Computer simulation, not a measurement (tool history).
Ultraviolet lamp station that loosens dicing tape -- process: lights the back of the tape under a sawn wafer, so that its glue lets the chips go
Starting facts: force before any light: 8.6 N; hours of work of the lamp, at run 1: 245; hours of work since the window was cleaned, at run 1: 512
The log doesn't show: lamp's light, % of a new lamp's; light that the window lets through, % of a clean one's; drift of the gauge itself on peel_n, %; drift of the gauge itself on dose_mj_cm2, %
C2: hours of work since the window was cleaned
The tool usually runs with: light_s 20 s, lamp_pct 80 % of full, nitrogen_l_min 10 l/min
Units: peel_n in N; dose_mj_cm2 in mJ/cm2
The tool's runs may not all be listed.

{"run": 1, "hour": 0.0, "light_s": 20, "lamp_pct": 80, "nitrogen_l_min": 10, "hours of work of the lamp": 245, "C2": 512, "peel_n": 0.31, "dose_mj_cm2": 307}
{"run": 2, "hour": 11.1, "light_s": 20, "lamp_pct": 80, "nitrogen_l_min": 10, "hours of work of the lamp": 252, "C2": 519, "peel_n": 0.318, "dose_mj_cm2": 306}
{"run": 3, "hour": 16.4, "light_s": 23, "lamp_pct": 80, "nitrogen_l_min": 10, "hours of work of the lamp": 255, "C2": 523, "peel_n": 0.26, "dose_mj_cm2": 355}
{"run": 4, "hour": 26.8, "light_s": 23, "lamp_pct": 80, "nitrogen_l_min": 10, "hours of work of the lamp": 262, "C2": 530, "peel_n": 0.267, "dose_mj_cm2": 350}
{"run": 5, "hour": 39.1, "light_s": 23, "lamp_pct": 80, "nitrogen_l_min": 10, "hours of work of the lamp": 270, "C2": 537, "peel_n": 0.267, "dose_mj_cm2": 349}
{"run": 6, "hour": 48.4, "light_s": 20, "lamp_pct": 80, "nitrogen_l_min": 10, "hours of work of the lamp": 276, "C2": 543, "peel_n": 0.305, "dose_mj_cm2": 305}
{"run": 7, "hour": 58.8, "light_s": 20, "lamp_pct": 90, "nitrogen_l_min": 10, "hours of work of the lamp": 283, "C2": 550, "peel_n": 0.272, "dose_mj_cm2": 349}
{"run": 8, "hour": 67.8, "light_s": 20, "lamp_pct": 90, "nitrogen_l_min": 10, "hours of work of the lamp": 288, "C2": 556, "peel_n": 0.273, "dose_mj_cm2": 344}
{"run": 9, "hour": 77.5, "light_s": 20, "lamp_pct": 90, "nitrogen_l_min": 10, "hours of work of the lamp": 295, "C2": 562, "peel_n": 0.273, "dose_mj_cm2": 341}
{"run": 10, "hour": 88.4, "light_s": 20, "lamp_pct": 90, "nitrogen_l_min": 10, "hours of work of the lamp": 302, "C2": 569, "peel_n": 0.264, "dose_mj_cm2": 346}
{"run": 11, "hour": 99.8, "light_s": 20, "lamp_pct": 90, "nitrogen_l_min": 10, "hours of work of the lamp": 309, "C2": 577, "peel_n": 0.264, "dose_mj_cm2": 346}
{"run": 12, "hour": 105.7, "light_s": 20, "lamp_pct": 90, "nitrogen_l_min": 10, "hours of work of the lamp": 313, "C2": 580, "peel_n": 0.268, "dose_mj_cm2": 347}
{"run": 13, "hour": 113.8, "light_s": 20, "lamp_pct": 90, "nitrogen_l_min": 10, "hours of work of the lamp": 318, "C2": 586, "peel_n": 0.27, "dose_mj_cm2": 343}
{"run": 14, "hour": 126.3, "light_s": 20, "lamp_pct": 70, "nitrogen_l_min": 3, "hours of work of the lamp": 326, "C2": 594, "peel_n": 0.705, "dose_mj_cm2": 263}
{"run": 15, "hour": 134.1, "light_s": 20, "lamp_pct": 70, "nitrogen_l_min": 3, "hours of work of the lamp": 331, "C2": 599, "peel_n": 0.719, "dose_mj_cm2": 266}
{"run": 16, "hour": 144.1, "light_s": 20, "lamp_pct": 80, "nitrogen_l_min": 15, "hours of work of the lamp": 338, "C2": 605, "peel_n": 0.283, "dose_mj_cm2": 313}
{"run": 17, "hour": 152.6, "light_s": 20, "lamp_pct": 81, "nitrogen_l_min": 11, "hours of work of the lamp": 343, "C2": 611, "peel_n": 0.309, "dose_mj_cm2": 312}
{"run": 18, "hour": 160.7, "light_s": 16, "lamp_pct": 81, "nitrogen_l_min": 8, "hours of work of the lamp": 348, "C2": 616, "peel_n": 0.507, "dose_mj_cm2": 245}
{"hour": 166.4, "done": "window cleaned of glue's vapour"}
{"run": 19, "hour": 170.2, "light_s": 17, "lamp_pct": 67, "nitrogen_l_min": 4, "hours of work of the lamp": 354, "C2": 2, "peel_n": 0.92, "dose_mj_cm2": 217}
{"run": 20, "hour": 180.2, "light_s": 17, "lamp_pct": 67, "nitrogen_l_min": 4, "hours of work of the lamp": 360, "C2": 9, "peel_n": 0.905, "dose_mj_cm2": 218}

Predict each of these 5 candidate next runs independently; none follows another, all start after run 20:
{"run": "A", "hour": 189.6, "light_s": 17, "lamp_pct": 65, "nitrogen_l_min": 4, "hours of work of the lamp": 367, "C2": 15, "peel_n": "?", "dose_mj_cm2": "?"}
{"run": "B", "hour": 189.6, "light_s": 20, "lamp_pct": 67, "nitrogen_l_min": 11, "hours of work of the lamp": 367, "C2": 15, "peel_n": "?", "dose_mj_cm2": "?"}
{"run": "C", "hour": 189.6, "light_s": 23, "lamp_pct": 80, "nitrogen_l_min": 10, "hours of work of the lamp": 367, "C2": 15, "peel_n": "?", "dose_mj_cm2": "?"}
{"run": "D", "hour": 189.6, "light_s": 15, "lamp_pct": 77, "nitrogen_l_min": 8, "hours of work of the lamp": 367, "C2": 15, "peel_n": "?", "dose_mj_cm2": "?"}
{"run": "E", "hour": 189.6, "light_s": 17, "lamp_pct": 67, "nitrogen_l_min": 4, "hours of work of the lamp": 367, "C2": 15, "peel_n": "?", "dose_mj_cm2": "?"}

run=A peel_n=0.949 dose_mj_cm2=208
run=B peel_n=0.418 dose_mj_cm2=260
run=C peel_n=0.267 dose_mj_cm2=353
run=D peel_n=0.608 dose_mj_cm2=222
run=E peel_n=0.925 dose_mj_cm2=218
Had the tool no hidden state, the same runs would have come out as:
run=A peel_n=0.946 dose_mj_cm2=208
run=B peel_n=0.417 dose_mj_cm2=260
run=C peel_n=0.267 dose_mj_cm2=353
run=D peel_n=0.606 dose_mj_cm2=222
run=E peel_n=0.922 dose_mj_cm2=218

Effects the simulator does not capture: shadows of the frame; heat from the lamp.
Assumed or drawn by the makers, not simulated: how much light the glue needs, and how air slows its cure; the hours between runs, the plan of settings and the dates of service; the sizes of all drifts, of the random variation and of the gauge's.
